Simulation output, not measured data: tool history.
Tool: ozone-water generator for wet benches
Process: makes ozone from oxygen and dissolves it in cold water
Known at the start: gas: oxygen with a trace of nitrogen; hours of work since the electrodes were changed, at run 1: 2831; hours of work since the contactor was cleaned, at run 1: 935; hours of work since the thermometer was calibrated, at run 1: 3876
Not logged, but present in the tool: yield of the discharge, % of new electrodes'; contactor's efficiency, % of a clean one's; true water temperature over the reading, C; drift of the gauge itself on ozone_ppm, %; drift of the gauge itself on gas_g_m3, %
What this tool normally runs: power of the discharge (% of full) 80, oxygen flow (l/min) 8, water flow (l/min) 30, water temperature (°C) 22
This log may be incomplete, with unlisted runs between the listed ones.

run      day  power of the discharge (% of full)  oxygen flow (l/min)  water flow (l/min)  water temperature (°C)  hours of work since the electrodes were changed  hours of work since the contactor was cleaned  hours of work since the thermometer was calibrated  dissolved ozone (ppm)  ozone in the gas ahead of the water (g/m3)
  1        0                                  80                    8                  30                      22                                             2831                                            935                                                3876                   32.7                                       289.3
  2    8.538                                  80                    8                  30                      22                                             3003                                           1107                                                4048                   32.9                                         288
  3   14.933                                  80                    8                  30                      22                                             3132                                           1236                                                4177                   32.5                                       290.1
  4   24.117                                  80                    8                  30                      22                                             3317                                           1421                                                4362                   32.8                                       288.4
      31.325  -- water thermometer calibrated
  5   32.025                                  80                    8                  30                      15                                             3476                                           1580                                                  14                   36.3                                       286.7
  6   38.046                                  80                 5.88                  30                      15                                             3598                                           1702                                                 136                   32.9                                       313.3
  7       47                                  43                 5.88                  30                      15                                             3779                                           1883                                                 316                   19.6                                       187.4
  8   51.104                                  43                 5.88                  30                      15                                             3861                                           1965                                                 399                   19.6                                       186.9
  9   60.404                                  50                    8                  30                      22                                             4049                                           2153                                                 587                   21.9                                       190.1
 10   67.396                                  50                    8                  30                      22                                             4190                                           2294                                                 728                   22.2                                       194.8
 11   74.654                                  80                10.52                  30                      22                                             4337                                           2441                                                 874                   34.4                                       261.5
 12   82.121                                  80                10.52                  30                      22                                             4487                                           2591                                                1025                   33.8                                       259.9
 13   90.362                                  80                12.58                  30                      22                                             4654                                           2758                                                1191                   34.4                                       246.9
 14   97.954                                  80                    8                  30                      22                                             4807                                           2911                                                1344                   32.5                                         283
 15  105.421                                  80                    8                  30                      22                                             4958                                           3061                                                1495                   32.4                                       277.9
 16  111.304                                  80                    8                  30                      22                                             5076                                           3180                                                1614                   32.3                                       279.9
     115.254  -- gauge calibrated
 17  118.908                                  80                    8                  30                      22                                             5230                                           3334                                                1767                   32.3                                       287.4
 18  127.667                                  85                 4.15                  23                      14                                             5406                                           3510                                                1944                   39.3                                       371.7
 19  137.112                                  85                 4.15                  23                      14                                             5597                                           3701                                                2135                   39.4                                       371.1
       141.1  -- electrodes of the discharge changed
     142.792  -- contactor cleaned
 20  146.733                                  44                    8                  23                      22                                              110                                             80                                                2320                   24.3                                       174.5
 21  150.933                                  44                    8                  23                      22                                              195                                            164                                                2405                   23.9                                       174.6
 22   155.65                                  44                    8                  23                      22                                              290                                            259                                                2500                   24.2                                         174
 23  160.696                                  53                 8.09                  23                      22                                              392                                            361                                                2602                   28.1                                       202.9
 24  165.525                                  77                13.77                  30                      22                                              489                                            459                                                2700                     34                                       232.7
 25  169.962                                  69                    8                  22                      22                                              579                                            548                                                2789                   36.2                                         252
 26  178.083                                  92                 6.01                  19                      28                                              743                                            712                                                2953                   43.1                                       349.3
 27  182.167                                  92                 6.01                  19                      28                                              825                                            795                                                3035                   43.6                                       348.2
 28    187.7                                  92                 6.01                  19                      28                                              937                                            906                                                3147                   43.5                                         346
 29  195.379                                  53                 5.88                  22                      21                                             1092                                           1061                                                3302                   27.9                                         218
     200.479  -- gauge calibrated
 30  200.862                                  70                 9.13                  30                      22                                             1203                                           1172                                                3413                   29.9                                       249.8
 31  207.254                                  73                    5                  26                      18                                             1332                                           1301                                                3542                   31.7                                       308.7
 32  215.608                                  73                    5                  26                      18                                             1500                                           1469                                                3710                     32                                       308.9

Alternative continuations, all from the tool just after run 32; predict every row:
  A  220.646                                  54                11.44                  30                      22                                             1602                                           1571                                                3812                      ?                                           ?
  B  220.646                                  93                    8                  36                      17                                             1602                                           1571                                                3812                      ?                                           ?
  C  220.646                                  43                    5                  26                      17                                             1602                                           1571                                                3812                      ?                                           ?
  D  220.646                                  57                11.57                  20                      22                                             1602                                           1571                                                3812                      ?                                           ?

run  dissolved ozone (ppm)  ozone in the gas ahead of the water (g/m3)
  A                   25.1                                       184.6
  B                   33.9                                       325.5
  C                   20.8                                       197.4
  D                   33.1                                       193.4
With no hidden state in the tool, these same runs would have given:
run  dissolved ozone (ppm)  ozone in the gas ahead of the water (g/m3)
  A                   25.1                                       185.6
  B                   33.9                                       327.5
  C                   20.8                                       198.5
  D                   33.2                                       194.5
